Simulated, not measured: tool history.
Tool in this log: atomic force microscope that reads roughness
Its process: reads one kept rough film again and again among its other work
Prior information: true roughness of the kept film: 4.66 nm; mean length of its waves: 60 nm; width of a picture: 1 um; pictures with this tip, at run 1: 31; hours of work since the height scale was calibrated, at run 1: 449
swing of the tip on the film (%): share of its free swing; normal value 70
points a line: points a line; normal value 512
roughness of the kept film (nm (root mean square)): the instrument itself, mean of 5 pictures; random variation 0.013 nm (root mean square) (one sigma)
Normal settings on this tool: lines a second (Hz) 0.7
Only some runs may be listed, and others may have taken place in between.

run	day	lines a second (Hz)	swing of the tip on the film (%)	points a line	pictures with this tip	hours of work since the height scale was calibrated	roughness of the kept film (nm (root mean square))
1	0	0.7	70	512	31	449	4.226
2	1.017	0.7	70	512	49	460	4.216
3	1.825	0.7	70	512	64	470	4.215
4	2.879	0.7	70	866	83	482	4.152
5	4.042	0.7	77	866	105	496	4.044
6	5.125	0.7	70	512	124	509	4.103
7	6.375	0.7	70	512	147	523	4.079
# day 6.879: new tip fitted
8	7.075	0.7	70	512	3	531	4.283
9	7.888	0.7	72	512	18	541	4.217
10	9.146	0.7	70	512	41	556	4.21
11	10.279	3.3	57	369	62	569	3.979
12	11.283	0.861	56	321	80	581	4.231
13	12.425	0.643	62	432	101	594	4.194
14	13.604	0.7	81	483	123	608	3.941
15	14.754	2.827	65	537	144	622	3.751
# day 15.396: new tip fitted
16	15.429	0.7	70	990	1	629	4.275
17	16.062	0.7	70	990	12	637	4.261
18	16.621	0.7	70	990	22	643	4.249
19	17.775	0.7	69	688	43	657	4.217
20	18.742	3.385	67	936	61	668	3.68

Predict each of these 5 candidate next runs independently; none follows another, all start after run 20:
A	19.45	0.7	70	702	74	676	?
B	19.45	3.264	70	1020	74	676	?
C	19.45	3.385	61	936	74	676	?
D	19.45	0.7	65	275	74	676	?
E	19.45	0.855	70	389	74	676	?

run	roughness of the kept film (nm (root mean square))
A	4.162
B	3.6
C	3.899
D	4.216
E	4.119
Without the tool's unlogged condition, the same runs would have read:
run	roughness of the kept film (nm (root mean square))
A	4.291
B	3.712
C	4.019
D	4.346
E	4.247

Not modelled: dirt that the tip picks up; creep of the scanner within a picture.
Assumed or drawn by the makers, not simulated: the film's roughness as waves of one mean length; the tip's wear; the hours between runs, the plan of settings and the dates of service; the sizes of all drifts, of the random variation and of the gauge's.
